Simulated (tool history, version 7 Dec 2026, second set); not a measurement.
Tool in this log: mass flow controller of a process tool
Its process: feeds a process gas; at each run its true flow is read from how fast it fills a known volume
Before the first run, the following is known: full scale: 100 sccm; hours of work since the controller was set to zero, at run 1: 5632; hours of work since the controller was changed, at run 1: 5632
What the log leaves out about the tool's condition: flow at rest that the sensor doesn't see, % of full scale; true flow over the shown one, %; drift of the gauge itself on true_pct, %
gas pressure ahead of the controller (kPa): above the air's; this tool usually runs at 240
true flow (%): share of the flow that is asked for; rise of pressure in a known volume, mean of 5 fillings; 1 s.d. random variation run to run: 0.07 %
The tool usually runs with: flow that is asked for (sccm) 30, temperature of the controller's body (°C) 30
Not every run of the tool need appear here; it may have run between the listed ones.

run     hour  flow that is asked for (sccm)  gas pressure ahead of the controller (kPa)  temperature of the controller's body (°C)  hours of work since the controller was set to zero  hours of work since the controller was changed  true flow (%)
  1      0.0                             30                                         240                                         30                                                5632                                            5632          98.89
  2    455.1                             30                                         240                                         30                                                5781                                            5781          98.98
  3    706.7                             30                                         240                                         30                                                5863                                            5863          98.96
      1182.9  -- controller's zero set anew
  4   1248.0                             30                                         240                                         30                                                  21                                            6039          96.82
  5   1623.5                             30                                         240                                         30                                                 144                                            6162          96.79
  6   1946.6                             30                                         240                                         30                                                 249                                            6268          96.87
  7   2424.5                             30                                         240                                         30                                                 406                                            6424          96.98
  8   2739.7                             33                                         240                                         30                                                 509                                            6527          96.94
  9   3213.7                             33                                         240                                         30                                                 663                                            6682          96.83
 10   3576.4                             30                                         240                                         30                                                 782                                            6800          97.02
 11   3913.5                             85                                         240                                         30                                                 892                                            6910          97.12
 12   4173.1                             85                                         240                                         30                                                 977                                            6995          97.00
 13   4652.8                             30                                         240                                         30                                                1133                                            7152          97.03
 14   5019.3                             30                                         240                                         30                                                1253                                            7271          96.88
 15   5320.9                             30                                         240                                         30                                                1352                                            7370          96.98
 16   5652.5                             30                                         240                                         30                                                1460                                            7478          96.97
 17   5996.8                             30                                         240                                         30                                                1572                                            7591          96.90
      6115.1  -- controller exchanged for a calibrated one
 18   6494.8                             30                                         240                                         30                                                 124                                             124          98.77
 19   6736.3                             30                                         240                                         30                                                 203                                             203          98.88
 20   7301.7                             30                                         240                                         30                                                 388                                             388          98.81
 21   7750.9                             30                                         240                                         30                                                 534                                             534          98.80
 22   8173.7                             30                                         196                                         30                                                 672                                             672          99.25
 23   8654.3                             30                                         240                                         30                                                 829                                             829          98.84
 24   9105.2                             30                                         240                                         30                                                 977                                             977          98.76
 25   9663.3                             30                                         240                                         30                                                1159                                            1159          98.90
 26  10077.3                             30                                         240                                         30                                                1294                                            1294          98.89
 27  10602.1                             28                                         258                                         26                                                1466                                            1466          99.23
 28  11076.5                             64                                         159                                         30                                                1621                                            1621          99.38
 29  11510.7                             64                                         159                                         30                                                1762                                            1762          99.34
 30  11941.3                             14                                         226                                         31                                                1903                                            1903          99.63
 31  12353.1                             14                                         226                                         31                                                2038                                            2038          99.72
 32  12681.7                             14                                         226                                         31                                                2145                                            2145          99.71
 33  13186.8                             30                                         177                                         36                                                2310                                            2310          98.57
 34  13712.1                             30                                         177                                         36                                                2481                                            2481          98.56
 35  14034.3                             30                                         232                                         27                                                2587                                            2587          99.34
 36  14370.8                             30                                         275                                         23                                                2697                                            2697          99.57
 37  14796.3                             86                                         240                                         33                                                2836                                            2836          98.42
 38  15243.1                             86                                         240                                         33                                                2981                                            2981          98.36
 39  15485.5                             16                                         247                                         30                                                3061                                            3061          99.82
 40  15832.8                             14                                         229                                         32                                                3174                                            3174         100.10
 41  16066.5                             30                                         240                                         21                                                3250                                            3250          99.88
 42  16523.6                             55                                         240                                         33                                                3400                                            3400          98.25
 43  16865.1                             35                                         240                                         33                                                3511                                            3511          98.43
 44  17274.6                             13                                         260                                         33                                                3645                                            3645         100.27
 45  17780.0                             13                                         276                                         33                                                3810                                            3810         100.15
 46  18325.6                             28                                         152                                         31                                                3988                                            3988          99.54
 47  18862.9                             69                                         169                                         39                                                4164                                            4164          97.90
 48  19112.4                             30                                         142                                         33                                                4245                                            4245          99.29
 49  19454.1                             69                                         158                                         33                                                4357                                            4357          98.59

Pick out some run-to-run changes in true flow (%). Of each, how much would a tool without hidden state show as well, from the settings, what came in and chance, and how much is left for the hidden state and any gauge scatter not in both results compared?
Run 3 -> 4: controller's zero set anew. true flow (%) -2.14: hidden state -2.12, all else -0.02.
Run 17 -> 18: controller exchanged for a calibrated one. true flow (%) +1.87: hidden state +1.92, all else -0.05.
Run 43 -> 44: flow that is asked for (sccm) 35 -> 13, gas pressure ahead of the controller (kPa) 240 -> 260. true flow (%) +1.84: hidden state +2.09, all else -0.25.

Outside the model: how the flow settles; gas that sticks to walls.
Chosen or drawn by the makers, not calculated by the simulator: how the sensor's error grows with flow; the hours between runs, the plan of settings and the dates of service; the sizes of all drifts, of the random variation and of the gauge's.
